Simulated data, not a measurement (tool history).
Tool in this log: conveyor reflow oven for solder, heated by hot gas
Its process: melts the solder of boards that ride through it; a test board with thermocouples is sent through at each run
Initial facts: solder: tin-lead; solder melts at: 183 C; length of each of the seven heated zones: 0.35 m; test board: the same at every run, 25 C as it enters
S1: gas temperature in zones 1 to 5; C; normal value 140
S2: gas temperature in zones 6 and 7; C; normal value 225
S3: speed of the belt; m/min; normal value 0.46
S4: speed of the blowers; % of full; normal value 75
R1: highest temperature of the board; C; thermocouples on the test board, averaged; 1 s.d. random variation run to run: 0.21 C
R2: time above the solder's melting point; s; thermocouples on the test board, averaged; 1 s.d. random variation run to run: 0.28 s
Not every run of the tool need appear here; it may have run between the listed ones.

| run | hour | S1 | S2 | S3 | S4 | R1 | R2 |
|---|---|---|---|---|---|---|---|
| 1 | 0 | 140 | 225 | 0.46 | 75 | 208.2 | 58.8 |
| 2 | 10.6 | 154 | 225 | 0.46 | 75 | 211 | 70.1 |
| 3 | 23.5 | 154 | 225 | 0.46 | 75 | 211.2 | 70.1 |
| 4 | 31.5 | 154 | 225 | 0.452 | 75 | 211.2 | 71.7 |
| 5 | 43 | 154 | 225 | 0.452 | 75 | 211.4 | 71.5 |
| 6 | 49.2 | 154 | 225 | 0.452 | 75 | 211.4 | 71.8 |
| 7 | 57.4 | 154 | 225 | 0.452 | 75 | 211.6 | 71.3 |
| 8 | 65.2 | 134 | 225 | 0.46 | 75 | 206.9 | 54.9 |
| 9 | 78 | 140 | 225 | 0.531 | 75 | 203.4 | 44.6 |
| 10 | 84.6 | 140 | 225 | 0.531 | 75 | 203.6 | 43.9 |
| 11 | 96 | 140 | 225 | 0.531 | 75 | 203.2 | 43.9 |
| 12 | 108.4 | 140 | 225 | 0.46 | 75 | 208.3 | 59.2 |
| 13 | 123.1 | 140 | 225 | 0.46 | 75 | 208.1 | 59.2 |
| 14 | 133.9 | 140 | 225 | 0.46 | 75 | 208.1 | 58.8 |
|  | 149.8 | flux residue cleaned out of gas plates and filters |
| 15 | 151.1 | 140 | 225 | 0.46 | 75 | 208.7 | 59.3 |
| 16 | 162.7 | 140 | 225 | 0.46 | 53 | 202.1 | 48.5 |
| 17 | 172.2 | 140 | 225 | 0.46 | 53 | 201.8 | 47.9 |
| 18 | 183.9 | 140 | 225 | 0.46 | 63 | 205.2 | 54.1 |
| 19 | 197 | 127 | 225 | 0.46 | 75 | 205.6 | 50.5 |
| 20 | 207.9 | 127 | 225 | 0.46 | 75 | 205.6 | 50.1 |
| 21 | 216.3 | 127 | 225 | 0.46 | 75 | 205.2 | 50.4 |
| 22 | 226.2 | 150 | 225 | 0.46 | 85 | 211.6 | 69.6 |
| 23 | 234.3 | 140 | 237 | 0.534 | 75 | 212.6 | 54.3 |
| 24 | 241.4 | 140 | 215 | 0.534 | 75 | 195.6 | 32.1 |
| 25 | 249.2 | 140 | 216 | 0.404 | 75 | 203.9 | 63.4 |
| 26 | 262.2 | 140 | 225 | 0.46 | 67 | 206.2 | 56.1 |
| 27 | 269.9 | 140 | 225 | 0.46 | 67 | 206.4 | 56 |
| 28 | 278.1 | 127 | 229 | 0.38 | 83 | 216.4 | 78.7 |
| 29 | 292.6 | 127 | 228 | 0.467 | 83 | 209.8 | 54.7 |
| 30 | 304.9 | 127 | 228 | 0.467 | 83 | 209.5 | 54.3 |
| 31 | 318 | 127 | 228 | 0.467 | 83 | 209.6 | 55 |

Each row is a separate what-if for the run after 31, all from the same tool condition, not one after another. Results?
| A | 325.2 | 138 | 225 | 0.476 | 56 | ? | ? |
| B | 325.2 | 127 | 222 | 0.467 | 83 | ? | ? |
| C | 325.2 | 134 | 224 | 0.379 | 75 | ? | ? |

| run | R1 | R2 |
|---|---|---|
| A | 201.5 | 44.2 |
| B | 204.4 | 49.3 |
| C | 211.7 | 75.8 |
Without the tool's hidden state the same runs would have given:
| run | R1 | R2 |
|---|---|---|
| A | 201.5 | 44.2 |
| B | 204.5 | 49.3 |
| C | 211.7 | 75.9 |
